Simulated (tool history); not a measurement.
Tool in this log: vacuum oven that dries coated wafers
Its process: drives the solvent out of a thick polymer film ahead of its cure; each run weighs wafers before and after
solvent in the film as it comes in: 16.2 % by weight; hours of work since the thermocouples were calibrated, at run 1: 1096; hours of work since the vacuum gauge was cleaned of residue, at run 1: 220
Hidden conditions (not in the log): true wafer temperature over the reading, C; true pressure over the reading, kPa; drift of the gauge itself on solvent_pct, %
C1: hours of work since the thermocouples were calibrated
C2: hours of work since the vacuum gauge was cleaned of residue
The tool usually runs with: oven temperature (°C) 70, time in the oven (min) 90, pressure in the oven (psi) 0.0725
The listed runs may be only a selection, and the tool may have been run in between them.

run 1 hour=0.0 | oven_temperature_(°C)=70 time_in_the_oven_(min)=90 pressure_in_the_oven_(psi)=0.0725 | C1=1096 C2=220 | solvent_left_in_the_film_(%)=0.87
run 2 hour=83.7 | oven_temperature_(°C)=70 time_in_the_oven_(min)=90 pressure_in_the_oven_(psi)=0.0828 | C1=1154 C2=278 | solvent_left_in_the_film_(%)=0.87
run 3 hour=133.5 | oven_temperature_(°C)=70 time_in_the_oven_(min)=109 pressure_in_the_oven_(psi)=0.0828 | C1=1188 C2=312 | solvent_left_in_the_film_(%)=0.63
run 4 hour=196.1 | oven_temperature_(°C)=70 time_in_the_oven_(min)=130 pressure_in_the_oven_(psi)=0.0828 | C1=1231 C2=356 | solvent_left_in_the_film_(%)=0.54
run 5 hour=242.1 | oven_temperature_(°C)=70 time_in_the_oven_(min)=130 pressure_in_the_oven_(psi)=0.0828 | C1=1263 C2=387 | solvent_left_in_the_film_(%)=0.57
run 6 hour=293.5 | oven_temperature_(°C)=70 time_in_the_oven_(min)=130 pressure_in_the_oven_(psi)=0.0828 | C1=1298 C2=423 | solvent_left_in_the_film_(%)=0.54
run 7 hour=379.0 | oven_temperature_(°C)=70 time_in_the_oven_(min)=130 pressure_in_the_oven_(psi)=0.0828 | C1=1357 C2=482 | solvent_left_in_the_film_(%)=0.61
run 8 hour=437.4 | oven_temperature_(°C)=70 time_in_the_oven_(min)=75 pressure_in_the_oven_(psi)=0.0725 | C1=1398 C2=522 | solvent_left_in_the_film_(%)=1.20
run 9 hour=486.2 | oven_temperature_(°C)=70 time_in_the_oven_(min)=74 pressure_in_the_oven_(psi)=0.0725 | C1=1432 C2=556 | solvent_left_in_the_film_(%)=1.34
run 10 hour=548.6 | oven_temperature_(°C)=70 time_in_the_oven_(min)=74 pressure_in_the_oven_(psi)=0.0725 | C1=1475 C2=599 | solvent_left_in_the_film_(%)=1.22
run 11 hour=600.4 | oven_temperature_(°C)=70 time_in_the_oven_(min)=90 pressure_in_the_oven_(psi)=0.0725 | C1=1510 C2=635 | solvent_left_in_the_film_(%)=0.90
run 12 hour=670.3 | oven_temperature_(°C)=70 time_in_the_oven_(min)=90 pressure_in_the_oven_(psi)=0.0725 | C1=1559 C2=683 | solvent_left_in_the_film_(%)=0.89
-- hour=724.4 oven's thermocouples calibrated
run 13 hour=734.3 | oven_temperature_(°C)=70 time_in_the_oven_(min)=90 pressure_in_the_oven_(psi)=0.0725 | C1=7 C2=726 | solvent_left_in_the_film_(%)=1.22
run 14 hour=820.3 | oven_temperature_(°C)=70 time_in_the_oven_(min)=90 pressure_in_the_oven_(psi)=0.0725 | C1=66 C2=785 | solvent_left_in_the_film_(%)=1.20
run 15 hour=909.0 | oven_temperature_(°C)=70 time_in_the_oven_(min)=90 pressure_in_the_oven_(psi)=0.0725 | C1=127 C2=847 | solvent_left_in_the_film_(%)=1.24
run 16 hour=966.7 | oven_temperature_(°C)=70 time_in_the_oven_(min)=90 pressure_in_the_oven_(psi)=0.0725 | C1=167 C2=886 | solvent_left_in_the_film_(%)=1.21
run 17 hour=1070.4 | oven_temperature_(°C)=70 time_in_the_oven_(min)=90 pressure_in_the_oven_(psi)=0.0725 | C1=239 C2=958 | solvent_left_in_the_film_(%)=1.23
run 18 hour=1118.6 | oven_temperature_(°C)=70 time_in_the_oven_(min)=90 pressure_in_the_oven_(psi)=0.0725 | C1=272 C2=991 | solvent_left_in_the_film_(%)=1.29
run 19 hour=1213.5 | oven_temperature_(°C)=70 time_in_the_oven_(min)=90 pressure_in_the_oven_(psi)=0.0725 | C1=338 C2=1057 | solvent_left_in_the_film_(%)=1.25
run 20 hour=1257.8 | oven_temperature_(°C)=70 time_in_the_oven_(min)=90 pressure_in_the_oven_(psi)=0.0725 | C1=368 C2=1087 | solvent_left_in_the_film_(%)=1.22
run 21 hour=1357.7 | oven_temperature_(°C)=60 time_in_the_oven_(min)=83 pressure_in_the_oven_(psi)=0.0424 | C1=437 C2=1156 | solvent_left_in_the_film_(%)=4.29
run 22 hour=1422.8 | oven_temperature_(°C)=71 time_in_the_oven_(min)=87 pressure_in_the_oven_(psi)=0.0622 | C1=482 C2=1201 | solvent_left_in_the_film_(%)=1.16
run 23 hour=1492.2 | oven_temperature_(°C)=71 time_in_the_oven_(min)=87 pressure_in_the_oven_(psi)=0.0622 | C1=530 C2=1249 | solvent_left_in_the_film_(%)=1.07
run 24 hour=1596.5 | oven_temperature_(°C)=71 time_in_the_oven_(min)=87 pressure_in_the_oven_(psi)=0.0622 | C1=602 C2=1321 | solvent_left_in_the_film_(%)=1.16
run 25 hour=1662.4 | oven_temperature_(°C)=72 time_in_the_oven_(min)=87 pressure_in_the_oven_(psi)=0.0635 | C1=648 C2=1367 | solvent_left_in_the_film_(%)=0.99
run 26 hour=1750.5 | oven_temperature_(°C)=72 time_in_the_oven_(min)=87 pressure_in_the_oven_(psi)=0.2880 | C1=709 C2=1428 | solvent_left_in_the_film_(%)=1.84
run 27 hour=1830.5 | oven_temperature_(°C)=72 time_in_the_oven_(min)=87 pressure_in_the_oven_(psi)=0.2880 | C1=764 C2=1483 | solvent_left_in_the_film_(%)=1.83
run 28 hour=1906.5 | oven_temperature_(°C)=59 time_in_the_oven_(min)=123 pressure_in_the_oven_(psi)=0.0725 | C1=816 C2=1536 | solvent_left_in_the_film_(%)=3.14
run 29 hour=1970.6 | oven_temperature_(°C)=71 time_in_the_oven_(min)=90 pressure_in_the_oven_(psi)=0.0608 | C1=861 C2=1580 | solvent_left_in_the_film_(%)=1.09
run 30 hour=2057.4 | oven_temperature_(°C)=71 time_in_the_oven_(min)=90 pressure_in_the_oven_(psi)=0.0608 | C1=921 C2=1640 | solvent_left_in_the_film_(%)=1.11
run 31 hour=2121.2 | oven_temperature_(°C)=58 time_in_the_oven_(min)=67 pressure_in_the_oven_(psi)=0.0608 | C1=965 C2=1684 | solvent_left_in_the_film_(%)=6.02
run 32 hour=2189.6 | oven_temperature_(°C)=78 time_in_the_oven_(min)=106 pressure_in_the_oven_(psi)=0.0405 | C1=1012 C2=1731 | solvent_left_in_the_film_(%)=0.48
run 33 hour=2275.9 | oven_temperature_(°C)=73 time_in_the_oven_(min)=83 pressure_in_the_oven_(psi)=0.0876 | C1=1072 C2=1791 | solvent_left_in_the_film_(%)=1.07
run 34 hour=2333.1 | oven_temperature_(°C)=73 time_in_the_oven_(min)=83 pressure_in_the_oven_(psi)=0.0876 | C1=1111 C2=1830 | solvent_left_in_the_film_(%)=1.10
run 35 hour=2407.0 | oven_temperature_(°C)=73 time_in_the_oven_(min)=83 pressure_in_the_oven_(psi)=0.0876 | C1=1162 C2=1881 | solvent_left_in_the_film_(%)=1.10
run 36 hour=2467.1 | oven_temperature_(°C)=70 time_in_the_oven_(min)=58 pressure_in_the_oven_(psi)=0.2396 | C1=1204 C2=1923 | solvent_left_in_the_film_(%)=3.02

A few steps of solvent left in the film (%) between consecutive runs. Split each: what settings, incoming material and random variation would produce without the hidden state, and what is left over for the hidden state, along with gauge scatter present in only one of the two compared results (measured, and without hidden state):
Run 7 -> 8: time in the oven (min) 130 -> 75, pressure in the oven (psi) 0.0828 -> 0.0725. solvent left in the film (%) +0.59: hidden state -0.24, all else +0.83.
Run 12 -> 13: oven's thermocouples calibrated. solvent left in the film (%) +0.33: hidden state +0.31, all else +0.02.
Run 21 -> 22: oven temperature (°C) 60 -> 71, time in the oven (min) 83 -> 87, pressure in the oven (psi) 0.0424 -> 0.0622. solvent left in the film (%) -3.13: hidden state +0.02, all else -3.15.
Run 30 -> 31: oven temperature (°C) 71 -> 58, time in the oven (min) 90 -> 67. solvent left in the film (%) +4.91: hidden state -0.16, all else +5.07.
Run 31 -> 32: oven temperature (°C) 58 -> 78, time in the oven (min) 67 -> 106, pressure in the oven (psi) 0.0608 -> 0.0405. solvent left in the film (%) -5.54: hidden state +0.20, all else -5.74.
Run 35 -> 36: oven temperature (°C) 73 -> 70, time in the oven (min) 83 -> 58, pressure in the oven (psi) 0.0876 -> 0.2396. solvent left in the film (%) +1.92: hidden state -0.21, all else +2.13.
